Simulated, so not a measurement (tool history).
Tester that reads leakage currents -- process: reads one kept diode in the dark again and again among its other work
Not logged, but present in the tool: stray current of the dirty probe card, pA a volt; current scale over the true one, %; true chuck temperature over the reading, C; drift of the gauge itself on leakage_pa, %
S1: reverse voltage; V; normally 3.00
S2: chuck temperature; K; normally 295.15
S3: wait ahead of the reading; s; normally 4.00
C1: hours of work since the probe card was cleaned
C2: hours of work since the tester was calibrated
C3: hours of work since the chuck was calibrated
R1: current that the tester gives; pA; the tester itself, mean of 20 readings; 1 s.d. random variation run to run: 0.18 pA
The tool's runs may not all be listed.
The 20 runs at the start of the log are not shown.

{"run": 21, "hour": 2409.1, "S1": 12.54, "S2": 325.15, "S3": 4.0, "C1": 118, "C2": 989, "C3": 1139, "R1": 1385.15}
{"run": 22, "hour": 2492.4, "S1": 12.54, "S2": 325.15, "S3": 4.0, "C1": 157, "C2": 1027, "C3": 1177, "R1": 1390.68}
{"hour": 2594.3, "done": "probe card cleaned and baked, once more"}
{"run": 23, "hour": 2664.6, "S1": 12.54, "S2": 310.15, "S3": 4.0, "C1": 32, "C2": 1105, "C3": 1255, "R1": 420.19}
{"run": 24, "hour": 2777.1, "S1": 12.54, "S2": 310.15, "S3": 4.0, "C1": 84, "C2": 1156, "C3": 1307, "R1": 424.16}
{"run": 25, "hour": 2911.6, "S1": 12.54, "S2": 310.15, "S3": 4.0, "C1": 145, "C2": 1218, "C3": 1368, "R1": 422.57}
{"run": 26, "hour": 3067.1, "S1": 12.54, "S2": 310.15, "S3": 4.0, "C1": 217, "C2": 1289, "C3": 1440, "R1": 424.0}
{"hour": 3094.7, "done": "chuck's temperature calibrated"}
{"run": 27, "hour": 3187.9, "S1": 17.72, "S2": 311.15, "S3": 1.16, "C1": 271, "C2": 1344, "C3": 43, "R1": 508.52}
{"run": 28, "hour": 3293.3, "S1": 17.72, "S2": 311.15, "S3": 1.16, "C1": 320, "C2": 1392, "C3": 91, "R1": 512.08}
{"run": 29, "hour": 3374.7, "S1": 3.0, "S2": 295.15, "S3": 1.31, "C1": 357, "C2": 1429, "C3": 128, "R1": 57.89}
{"run": 30, "hour": 3461.4, "S1": 8.93, "S2": 318.15, "S3": 4.0, "C1": 397, "C2": 1469, "C3": 168, "R1": 662.96}
{"run": 31, "hour": 3588.0, "S1": 5.61, "S2": 315.15, "S3": 0.8, "C1": 455, "C2": 1527, "C3": 226, "R1": 427.4}
{"run": 32, "hour": 3760.8, "S1": 3.0, "S2": 304.15, "S3": 2.36, "C1": 534, "C2": 1606, "C3": 305, "R1": 129.47}
{"run": 33, "hour": 3891.9, "S1": 3.0, "S2": 304.15, "S3": 2.36, "C1": 594, "C2": 1666, "C3": 365, "R1": 128.91}
{"run": 34, "hour": 4038.9, "S1": 3.0, "S2": 304.15, "S3": 2.36, "C1": 661, "C2": 1734, "C3": 433, "R1": 129.84}
{"run": 35, "hour": 4201.5, "S1": 3.0, "S2": 304.15, "S3": 0.77, "C1": 736, "C2": 1808, "C3": 507, "R1": 131.06}
{"run": 36, "hour": 4375.5, "S1": 3.0, "S2": 304.15, "S3": 0.77, "C1": 816, "C2": 1888, "C3": 587, "R1": 131.71}

3 ways to go on from here, each from the tool as it stands after run 36. What would each give?
{"run": "A", "hour": 4450.7, "S1": 5.49, "S2": 296.15, "S3": 4.0, "C1": 850, "C2": 1923, "C3": 622, "R1": "?"}
{"run": "B", "hour": 4450.7, "S1": 3.0, "S2": 304.15, "S3": 3.52, "C1": 850, "C2": 1923, "C3": 622, "R1": "?"}
{"run": "C", "hour": 4450.7, "S1": 9.97, "S2": 302.15, "S3": 2.11, "C1": 850, "C2": 1923, "C3": 622, "R1": "?"}

run=A R1=84.70
run=B R1=130.66
run=C R1=188.93
With the hidden condition removed and each run's random variation left untouched, the same runs would have given:
run=A R1=82.63
run=B R1=128.70
run=C R1=184.96

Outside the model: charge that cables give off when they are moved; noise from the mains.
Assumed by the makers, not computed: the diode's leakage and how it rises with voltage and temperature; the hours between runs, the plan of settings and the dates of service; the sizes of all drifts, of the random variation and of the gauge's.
